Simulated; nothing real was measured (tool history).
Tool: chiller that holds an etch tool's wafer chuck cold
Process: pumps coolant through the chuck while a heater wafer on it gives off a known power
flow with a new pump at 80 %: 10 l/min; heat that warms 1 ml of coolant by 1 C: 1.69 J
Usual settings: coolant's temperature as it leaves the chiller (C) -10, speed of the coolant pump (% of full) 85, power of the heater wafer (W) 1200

run,hour,coolant's temperature as it leaves the chiller (C),speed of the coolant pump (% of full),power of the heater wafer (W),chuck's temperature once it has settled (C),how much warmer the coolant comes back (C)
1,0,-10,85,1200,0,4.39
2,116.6,-10,96,1200,-0.7,3.94
3,265.7,-10,96,1200,-0.7,3.9
# hour 439.4: coolant changed, channels flushed
4,490.2,-10,96,1200,-1.4,3.98
5,676.4,-10,96,1200,-0.9,4
6,891.7,-10,85,1241,0,4.7
7,1044.8,-14,85,1200,-4.3,4.56
8,1163.1,-14,85,1200,-3.9,4.55
9,1301.1,-14,85,1200,-4,4.57
# hour 1486: chiller's thermometer calibrated
10,1486,-10,85,642,-5.2,2.5
11,1636.9,-10,85,642,-5,2.47
12,1741.6,-8,85,1200,1.4,4.67
13,1858.6,-16,85,1200,-6.3,4.7
14,1979.5,-16,85,1200,-6.5,4.68
15,2108.2,-6,68,848,1.9,4.19
16,2219.9,-19,65,1200,-7.3,6.19
17,2421.6,-17,76,1391,-4.7,6.17
# hour 2474.2: coolant pump overhauled
18,2614.1,-10,68,619,-4.6,2.59
19,2798.4,-2,78,718,3.6,2.64
20,2919.6,-2,78,648,3.2,2.34
21,3145.4,-2,78,648,3.4,2.41
22,3250.9,-7,85,1200,2,4.16
23,3482.8,-7,85,1200,2,4.08
24,3718,-7,85,1200,2.4,4.12

Run 25 comes next. What will it give?
25,3945,-10,77,712,?,?

{"run 25": {"chuck's temperature once it has settled (C)": -4, "how much warmer the coolant comes back (C)": 2.71}}
Without the tool's hidden state the same run would have given chuck's temperature once it has settled (C) -4.9, how much warmer the coolant comes back (C) 2.61.
